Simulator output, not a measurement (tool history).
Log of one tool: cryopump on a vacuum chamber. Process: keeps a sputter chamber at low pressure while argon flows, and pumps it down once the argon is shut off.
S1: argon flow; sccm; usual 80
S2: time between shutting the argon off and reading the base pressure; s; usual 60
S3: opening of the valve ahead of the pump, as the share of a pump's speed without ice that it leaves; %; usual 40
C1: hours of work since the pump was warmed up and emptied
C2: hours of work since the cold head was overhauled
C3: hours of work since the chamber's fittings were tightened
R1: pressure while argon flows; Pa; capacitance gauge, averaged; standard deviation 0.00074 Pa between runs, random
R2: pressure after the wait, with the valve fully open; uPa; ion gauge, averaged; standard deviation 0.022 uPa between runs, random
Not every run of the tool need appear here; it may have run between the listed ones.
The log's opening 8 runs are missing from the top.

Run 9, day 28.946: usual settings; C1 76; C2 2389; C3 2696. Result: R1 0.1401 Pa, R2 1.57 uPa.
Run 10, day 30.958: usual settings; C1 115; C2 2427; C3 2735. Result: R1 0.1403 Pa, R2 1.59 uPa.
Run 11, day 33.296: usual settings but S3 29 %; C1 159; C2 2471; C3 2779. Result: R1 0.1931 Pa, R2 1.67 uPa.
Run 12, day 35.479: usual settings but S2 87 s, S3 29 %; C1 201; C2 2513; C3 2821. Result: R1 0.1940 Pa, R2 1.55 uPa.
Run 13, day 38.671: usual settings but S2 87 s, S3 29 %; C1 262; C2 2574; C3 2881. Result: R1 0.1964 Pa, R2 1.55 uPa.
At day 40.233: leaking fittings of the chamber tightened, without venting.
Run 14, day 40.875: usual settings but S2 87 s, S3 29 %; C1 302; C2 2614; C3 12. Result: R1 0.1979 Pa, R2 0.54 uPa.
At day 43.317: pump warmed up, emptied and cooled again.
Run 15, day 43.317: usual settings but S2 87 s, S3 29 %; C1 0; C2 2657; C3 55. Result: R1 0.1901 Pa, R2 0.51 uPa.
Run 16, day 45.650: usual settings but S2 87 s, S3 29 %; C1 44; C2 2701; C3 99. Result: R1 0.1905 Pa, R2 0.51 uPa.
Run 17, day 47.412: usual settings but S3 35 %; C1 78; C2 2735; C3 133. Result: R1 0.1586 Pa, R2 0.69 uPa.
Run 18, day 49.242: usual settings but S3 35 %; C1 113; C2 2769; C3 168. Result: R1 0.1601 Pa, R2 0.72 uPa.
Run 19, day 51.967: usual settings but S1 137 sccm, S2 48 s, S3 33 %; C1 165; C2 2821; C3 220. Result: R1 0.2948 Pa, R2 0.89 uPa.
Run 20, day 56.083: usual settings but S1 137 sccm, S2 48 s, S3 33 %; C1 243; C2 2900; C3 298. Result: R1 0.2959 Pa, R2 0.95 uPa.
Run 21, day 59.754: usual settings but S1 39 sccm, S2 49 s; C1 313; C2 2970; C3 368. Result: R1 0.0712 Pa, R2 0.93 uPa.
At day 61.721: pump warmed up, emptied and cooled again.
Run 22, day 63.800: usual settings but S1 38 sccm; C1 40; C2 3043; C3 441. Result: R1 0.0660 Pa, R2 0.80 uPa.
Run 23, day 65.583: usual settings but S1 126 sccm, S2 62 s; C1 74; C2 3077; C3 475. Result: R1 0.2194 Pa, R2 0.81 uPa.
Run 24, day 67.354: usual settings but S1 106 sccm, S3 16 %; C1 107; C2 3110; C3 509. Result: R1 0.4594 Pa, R2 0.80 uPa.
Run 25, day 71.154: usual settings but S2 222 s, S3 46 %; C1 180; C2 3183; C3 581. Result: R1 0.1253 Pa, R2 0.50 uPa.
Run 26, day 73.054: usual settings but S2 26 s, S3 20 %; C1 216; C2 3219; C3 617. Result: R1 0.2821 Pa, R2 1.60 uPa.
Run 27, day 75.238: usual settings but S1 89 sccm, S2 33 s, S3 57 %; C1 257; C2 3261; C3 659. Result: R1 0.1153 Pa, R2 1.37 uPa.
Run 28, day 78.029: usual settings but S1 87 sccm, S2 36 s, S3 30 %; C1 311; C2 3314; C3 712. Result: R1 0.2088 Pa, R2 1.28 uPa.

The next listed run, before its measurement:
At day 80.021: pump warmed up, emptied and cooled again.
Run 29, day 82.442: usual settings but S1 68 sccm, S2 161 s; C1 46; C2 3394; C3 792. Result: R1 ?, R2 ?.

{"run 29": {"R1": 0.1178, "R2": 0.59}}
With the hidden condition absent and the run-to-run variation left alone, this run would have shown R1 0.1157 Pa, R2 0.32 uPa.

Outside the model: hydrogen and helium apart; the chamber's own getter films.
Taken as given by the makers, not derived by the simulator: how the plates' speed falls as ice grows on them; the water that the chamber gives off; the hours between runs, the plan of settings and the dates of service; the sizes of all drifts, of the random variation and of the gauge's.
